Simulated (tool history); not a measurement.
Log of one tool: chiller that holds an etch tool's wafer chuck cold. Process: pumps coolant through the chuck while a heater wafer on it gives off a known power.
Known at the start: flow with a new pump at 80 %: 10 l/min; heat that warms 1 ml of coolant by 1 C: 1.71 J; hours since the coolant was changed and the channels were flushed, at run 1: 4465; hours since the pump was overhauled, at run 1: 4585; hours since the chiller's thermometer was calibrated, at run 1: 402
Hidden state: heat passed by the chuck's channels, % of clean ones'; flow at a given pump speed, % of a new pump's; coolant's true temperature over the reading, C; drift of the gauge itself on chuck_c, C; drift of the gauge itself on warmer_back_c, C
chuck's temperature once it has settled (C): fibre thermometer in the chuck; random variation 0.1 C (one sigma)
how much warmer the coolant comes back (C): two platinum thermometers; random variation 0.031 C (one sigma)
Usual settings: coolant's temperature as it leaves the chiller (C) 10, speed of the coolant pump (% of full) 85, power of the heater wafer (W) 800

| run | day | coolant's temperature as it leaves the chiller (C) | speed of the coolant pump (% of full) | power of the heater wafer (W) | hours since the coolant was changed and the channels were flushed | hours since the pump was overhauled | hours since the chiller's thermometer was calibrated | chuck's temperature once it has settled (C) | how much warmer the coolant comes back (C) |
|---|---|---|---|---|---|---|---|---|---|
| 1 | 0 | 10 | 85 | 800 | 4465 | 4585 | 402 | 16.5 | 2.72 |
| 2 | 3.567 | 10 | 85 | 800 | 4550 | 4671 | 488 | 16.5 | 2.69 |
| 3 | 7.288 | 10 | 85 | 800 | 4640 | 4760 | 577 | 16.7 | 2.7 |
| 4 | 9.629 | 10 | 85 | 800 | 4696 | 4816 | 633 | 16.4 | 2.72 |
| 5 | 12.833 | 10 | 85 | 800 | 4773 | 4893 | 710 | 16.4 | 2.68 |
| 6 | 17.912 | 10 | 85 | 800 | 4895 | 5015 | 832 | 16.6 | 2.75 |
| 7 | 22.262 | 10 | 85 | 456 | 4999 | 5119 | 937 | 13.6 | 1.62 |
| 8 | 25.138 | 10 | 85 | 456 | 5068 | 5188 | 1006 | 13.7 | 1.55 |
| 9 | 28.417 | 10 | 85 | 540 | 5147 | 5267 | 1084 | 14.4 | 1.87 |
| 10 | 33.446 | 10 | 85 | 540 | 5268 | 5388 | 1205 | 14.4 | 1.83 |
| 11 | 37.479 | 18 | 85 | 540 | 5364 | 5485 | 1302 | 22.1 | 1.84 |
| 12 | 41.338 | 18 | 85 | 540 | 5457 | 5577 | 1394 | 22.4 | 1.86 |
| 13 | 45.575 | 18 | 85 | 540 | 5559 | 5679 | 1496 | 22.4 | 1.85 |
| 14 | 49.504 | 18 | 85 | 540 | 5653 | 5773 | 1590 | 22.4 | 1.84 |
| 15 | 52.212 | 18 | 85 | 540 | 5718 | 5838 | 1655 | 22.3 | 1.82 |
| 16 | 54.762 | 18 | 85 | 555 | 5779 | 5899 | 1717 | 22.4 | 1.84 |
| 17 | 57.579 | 18 | 85 | 803 | 5847 | 5967 | 1784 | 24.8 | 2.77 |
| 18 | 62.662 | 18 | 76 | 618 | 5969 | 6089 | 1906 | 23.7 | 2.39 |
| 19 | 67.662 | 18 | 76 | 618 | 6089 | 6209 | 2026 | 23.7 | 2.42 |
| 20 | 73.108 | 18 | 76 | 618 | 6219 | 6340 | 2157 | 23.7 | 2.4 |
| 21 | 78.154 | 3 | 97 | 857 | 6341 | 6461 | 2278 | 9.1 | 2.55 |
| 22 | 83.879 | 3 | 84 | 857 | 6478 | 6598 | 2415 | 10.2 | 2.98 |
| 23 | 86.504 | 3 | 84 | 857 | 6541 | 6661 | 2478 | 10.3 | 2.99 |
| 24 | 90.817 | 9 | 69 | 1063 | 6644 | 6765 | 2582 | 20 | 4.64 |
| 25 | 93.342 | 9 | 69 | 1063 | 6705 | 6825 | 2642 | 20.2 | 4.63 |
| 26 | 97.388 | 11 | 76 | 523 | 6802 | 6922 | 2740 | 15.9 | 1.95 |
| 27 | 100.358 | 11 | 76 | 523 | 6873 | 6994 | 2811 | 15.9 | 2.09 |
| 28 | 103.158 | 10 | 61 | 1060 | 6941 | 7061 | 2878 | 22.5 | 5.28 |
| 29 | 108.529 | 10 | 85 | 740 | 7070 | 7190 | 3007 | 16.1 | 2.55 |
| 30 | 111.429 | 11 | 85 | 643 | 7139 | 7260 | 3077 | 16.1 | 2.24 |
| 31 | 115.654 | 6 | 63 | 828 | 7241 | 7361 | 3178 | 15.4 | 4.05 |

5 ways to go on from here, each from the tool as it stands after run 31. What would each give?
| A | 120.975 | 13 | 78 | 402 | 7368 | 7489 | 3306 | ? | ? |
| B | 120.975 | 9 | 73 | 744 | 7368 | 7489 | 3306 | ? | ? |
| C | 120.975 | 10 | 72 | 815 | 7368 | 7489 | 3306 | ? | ? |
| D | 120.975 | 16 | 78 | 414 | 7368 | 7489 | 3306 | ? | ? |
| E | 120.975 | 16 | 71 | 663 | 7368 | 7489 | 3306 | ? | ? |

| run | chuck's temperature once it has settled (C) | how much warmer the coolant comes back (C) |
|---|---|---|
| A | 16.6 | 1.56 |
| B | 16.3 | 3.1 |
| C | 18.1 | 3.34 |
| D | 19.8 | 1.57 |
| E | 22.7 | 2.81 |
Without the tool's hidden state the same runs would have given:
| run | chuck's temperature once it has settled (C) | how much warmer the coolant comes back (C) |
|---|---|---|
| A | 16.3 | 1.47 |
| B | 15.4 | 2.92 |
| C | 17.1 | 3.14 |
| D | 19.5 | 1.47 |
| E | 21.9 | 2.65 |
